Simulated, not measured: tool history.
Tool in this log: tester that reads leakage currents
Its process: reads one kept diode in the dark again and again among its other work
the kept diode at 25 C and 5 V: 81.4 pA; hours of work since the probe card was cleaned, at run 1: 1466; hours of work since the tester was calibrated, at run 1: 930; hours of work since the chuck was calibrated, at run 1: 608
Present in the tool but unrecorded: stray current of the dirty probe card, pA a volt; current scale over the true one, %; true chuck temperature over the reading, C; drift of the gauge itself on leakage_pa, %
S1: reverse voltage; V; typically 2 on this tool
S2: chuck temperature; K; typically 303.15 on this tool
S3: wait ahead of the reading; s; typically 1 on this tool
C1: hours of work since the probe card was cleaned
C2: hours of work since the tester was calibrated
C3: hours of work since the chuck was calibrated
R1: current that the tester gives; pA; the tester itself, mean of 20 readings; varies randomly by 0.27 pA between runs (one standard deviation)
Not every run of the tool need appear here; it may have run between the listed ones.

run      day     S1      S2    S3    C1    C2    C3      R1
  1        0      2  303.15     1  1466   930   608   96.99
  2   10.179      2  303.15  1.72  1640  1104   782   98.16
  3   20.233      2  303.15  1.72  1811  1275   954   99.38
  4   29.296      2  303.15     1  1966  1430  1108  102.16
  5   37.208      2  303.15     1  2101  1565  1243  103.86
  6   44.267      2  303.15     1  2221  1685  1364  105.48
      45.879  -- chuck's temperature calibrated
  7   50.458      2  303.15     1  2326  1790    78  111.04
  8   61.158      2  303.15  4.08  2508  1972   261  112.18
  9   69.604  12.66  303.15     1  2652  2116   405  235.64
      70.558  -- tester calibrated
 10   75.362   3.27  303.15     1  2749    82   502  136.98
 11   82.625   3.27  303.15     1  2873   206   626  138.42
 12   88.271      2  303.15     1  2969   302   722  116.36
      97.688  -- chuck's temperature calibrated, once more
 13   99.788      2  303.15     1  3164   497    36    94.9
 14  111.388      2  303.15  3.96  3362   695   234    95.8
 15  117.721      2  303.15  3.96  3470   803   342   97.07
     118.946  -- probe card cleaned and baked
 16  125.562      2  303.15  3.96   113   935   473   94.31
 17  135.925      2  307.15  0.76   290  1112   650  132.44
 18   147.55   4.29  311.15     1   488  1310   849  238.17
 19  152.254  10.04  305.15  1.53   568  1390   929  208.93
 20  163.258   2.25  296.15  1.49   756  1578  1117   61.89
 21  173.346   5.64  317.15  1.93   928  1750  1289  421.89
     178.433  -- chuck's temperature calibrated
 22  180.312    1.2  317.15  1.78  1046  1867    32  216.86
 23  188.925   1.16  331.15  0.34  1192  2014   179  569.89
     195.525  -- tester calibrated
 24  196.571   6.19  300.15  9.72  1321    18   308  111.48
 25  201.862   6.19  302.15  1.17  1412   108   398  132.64
 26  212.575   6.19  302.15  1.17  1595   291   581  136.02

Each row is a separate what-if for the run after 26, all from the same tool condition, not one after another. Results?
  A  221.971  2.25  302.15  8.65  1755  451  741   ?
  B  221.971  6.19  302.15   5.8  1755  451  741   ?
  C  221.971  6.19  302.15  0.34  1755  451  741   ?

run      R1
  A   94.47
  B  137.49
  C  144.06
Take away the tool's hidden state, keep each run's random variation, and the runs would have read:
run      R1
  A   85.55
  B  121.43
  C  127.96
